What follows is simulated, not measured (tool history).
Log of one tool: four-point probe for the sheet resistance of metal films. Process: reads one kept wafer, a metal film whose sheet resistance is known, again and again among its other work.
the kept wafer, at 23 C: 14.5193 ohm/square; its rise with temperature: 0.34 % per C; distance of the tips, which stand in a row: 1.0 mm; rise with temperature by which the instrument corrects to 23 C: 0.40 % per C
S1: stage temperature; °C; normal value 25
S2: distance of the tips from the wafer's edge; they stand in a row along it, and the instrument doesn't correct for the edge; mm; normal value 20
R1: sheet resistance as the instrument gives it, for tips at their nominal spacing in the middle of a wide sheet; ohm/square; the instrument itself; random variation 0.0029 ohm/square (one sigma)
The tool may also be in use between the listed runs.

run   hour  S1  S2         R1
  1    0.0  25  20  14.516036
  2   46.6  25  20  14.521717
  3   88.7  25  20  14.517980
  4  165.7  25  20  14.521919
  5  244.9  25   4  14.974164
  6  277.1  26  20  14.512038
  7  331.3  26  20  14.513234
  8  363.4  26  20  14.510484
  9  419.0  26  20  14.509772
 10  463.5  26  20  14.512136
 11  515.2  23  20  14.535279
 12  572.5  23  20  14.530755
 13  645.0  23  20  14.541458
 14  682.6  23   7  14.679344
 15  761.3  24   3  15.327266
 16  807.1  26   5  14.792522
 17  870.8  28  13  14.525599

Forecast each of these 4 alternatives for the next run:
  A  908.0  25   4   ?
  B  908.0  23  20   ?
  C  908.0  22   7   ?
  D  908.0  19  19   ?

run         R1
  A  14.982487
  B  14.538145
  C  14.691588
  D  14.574684
What these runs would have given with no unlogged condition in the tool:
run         R1
  A  14.982346
  B  14.538006
  C  14.691448
  D  14.574543
